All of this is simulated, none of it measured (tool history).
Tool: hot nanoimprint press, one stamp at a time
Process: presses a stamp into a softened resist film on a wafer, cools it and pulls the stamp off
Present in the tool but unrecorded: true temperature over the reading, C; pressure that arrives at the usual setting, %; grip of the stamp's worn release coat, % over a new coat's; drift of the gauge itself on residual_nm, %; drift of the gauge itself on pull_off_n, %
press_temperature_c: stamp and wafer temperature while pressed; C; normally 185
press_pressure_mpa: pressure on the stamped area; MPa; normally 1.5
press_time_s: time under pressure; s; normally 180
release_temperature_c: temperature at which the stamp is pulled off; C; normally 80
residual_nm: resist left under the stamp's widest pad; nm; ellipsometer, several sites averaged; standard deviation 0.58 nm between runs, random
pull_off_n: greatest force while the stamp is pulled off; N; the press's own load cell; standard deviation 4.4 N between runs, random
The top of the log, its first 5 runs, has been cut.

run	hour	press_temperature_c	press_pressure_mpa	press_time_s	release_temperature_c	hours of work since the thermocouple was calibrated	imprints on the stamp's release coat	hours of work since the press's seals were changed	residual_nm	pull_off_n
6	73.2	185	1.5	180	80	229	653	273	104	214
7	86.5	177	1.5	180	80	238	694	283	139.7	221
8	103.4	177	1.5	180	80	251	744	295	140.3	224
9	119.9	177	1.5	180	80	263	795	307	141.3	217
# hour 139.6: plate thermocouple calibrated
10	144.7	185	1.5	180	77	4	860	323	103.2	241
11	166.1	185	1.5	180	80	20	925	339	104.4	220
12	181.8	185	1.5	180	80	31	973	351	104.5	220
13	197.1	185	1.5	180	80	42	1019	362	104.5	217
14	211.6	185	0.99	180	80	53	1063	373	124.7	222
15	223.3	185	1.5	180	80	62	1098	381	104.2	217
16	236.8	185	1.5	292	67	72	1139	391	85.7	298
17	256.7	185	1.5	292	67	86	1199	406	85	294
18	273.4	185	1.5	292	67	99	1249	418	85.9	316
19	292.9	181	1.72	180	80	113	1309	433	115	220
20	309.5	185	1.21	180	66	125	1359	445	115.2	309
21	325.9	185	1.21	180	66	138	1408	457	114.7	312
22	346.8	195	2.3	180	83	153	1471	473	58.2	198
23	358.3	185	1.13	180	80	162	1506	481	118.7	215
24	375.7	185	1.49	180	80	174	1559	494	104.9	211
25	385.3	185	1.5	180	75	181	1588	501	104.2	251
26	396.4	197	1.5	180	66	190	1621	509	66.8	302
27	406.5	197	1.5	180	66	197	1652	517	65.8	299
28	424.9	197	1.5	180	66	211	1708	530	67.5	300
29	435.4	183	1.5	287	88	218	1739	538	93.7	175
30	453.5	194	1.45	347	86	232	1794	551	57.4	185

Here are 3 independent what-if runs from the current tool condition. What would each one return?
# hour 475.5: stamp cleaned and given a new release coat
A	475.6	179	1.26	140	86	244	1	563	?	?
# hour 475.5: stamp cleaned and given a new release coat
B	475.6	185	0.91	159	72	244	1	563	?	?
# hour 475.5: stamp cleaned and given a new release coat
C	475.6	177	1.45	175	83	244	1	563	?	?

run	residual_nm	pull_off_n
A	150.6	180
B	134.3	264
C	141.9	194
With the hidden condition removed and each run's random variation left untouched, the same runs would have given:
run	residual_nm	pull_off_n
A	150.2	180
B	134	264
C	141.6	194

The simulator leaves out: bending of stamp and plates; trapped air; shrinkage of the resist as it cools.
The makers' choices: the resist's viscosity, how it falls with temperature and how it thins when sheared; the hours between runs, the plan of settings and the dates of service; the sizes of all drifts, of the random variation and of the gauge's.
